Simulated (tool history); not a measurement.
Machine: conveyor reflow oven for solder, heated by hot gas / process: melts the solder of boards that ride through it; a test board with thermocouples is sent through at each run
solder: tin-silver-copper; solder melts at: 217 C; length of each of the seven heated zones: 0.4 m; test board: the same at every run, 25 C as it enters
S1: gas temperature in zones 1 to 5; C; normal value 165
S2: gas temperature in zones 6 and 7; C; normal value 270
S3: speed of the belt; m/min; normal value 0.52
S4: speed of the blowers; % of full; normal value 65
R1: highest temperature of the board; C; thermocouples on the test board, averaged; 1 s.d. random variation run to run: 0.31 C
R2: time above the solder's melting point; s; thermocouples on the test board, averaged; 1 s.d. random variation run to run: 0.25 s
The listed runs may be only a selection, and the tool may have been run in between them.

{"run": 1, "hour": 0.0, "S1": 165, "S2": 270, "S3": 0.52, "S4": 65, "R1": 253.1, "R2": 68.4}
{"run": 2, "hour": 25.5, "S1": 165, "S2": 265, "S3": 0.52, "S4": 65, "R1": 248.7, "R2": 64.7}
{"hour": 44.2, "done": "belt drive overhauled, speed set with a stopwatch"}
{"run": 3, "hour": 62.3, "S1": 165, "S2": 270, "S3": 0.52, "S4": 65, "R1": 253.7, "R2": 69.2}
{"run": 4, "hour": 96.3, "S1": 165, "S2": 270, "S3": 0.52, "S4": 65, "R1": 254.1, "R2": 69.1}
{"run": 5, "hour": 116.7, "S1": 165, "S2": 270, "S3": 0.52, "S4": 65, "R1": 253.7, "R2": 69.1}
{"hour": 141.3, "done": "belt drive overhauled, speed set with a stopwatch, once more"}
{"run": 6, "hour": 141.3, "S1": 161, "S2": 270, "S3": 0.52, "S4": 65, "R1": 251.5, "R2": 62.8}
{"run": 7, "hour": 173.5, "S1": 161, "S2": 270, "S3": 0.52, "S4": 65, "R1": 251.3, "R2": 63.6}
{"run": 8, "hour": 206.2, "S1": 178, "S2": 271, "S3": 0.551, "S4": 62, "R1": 252.7, "R2": 66.6}
{"run": 9, "hour": 225.3, "S1": 178, "S2": 273, "S3": 0.578, "S4": 58, "R1": 251.9, "R2": 61.6}
{"run": 10, "hour": 247.8, "S1": 170, "S2": 270, "S3": 0.574, "S4": 50, "R1": 246.1, "R2": 53.4}
{"run": 11, "hour": 268.6, "S1": 171, "S2": 280, "S3": 0.59, "S4": 58, "R1": 255.3, "R2": 60.1}
{"hour": 291.7, "done": "flux residue cleaned out of gas plates and filters"}
{"run": 12, "hour": 300.2, "S1": 155, "S2": 280, "S3": 0.59, "S4": 58, "R1": 253.6, "R2": 54.3}

What does the tool deliver on the next run?
{"run": 13, "hour": 324.5, "S1": 155, "S2": 268, "S3": 0.589, "S4": 65, "R1": "?", "R2": "?"}

Run 13 produced R1 244.5 C, R2 46.4 s.
The same run, on a tool lacking any hidden state, would have yielded R1 245.2 C, R2 46.9 s.
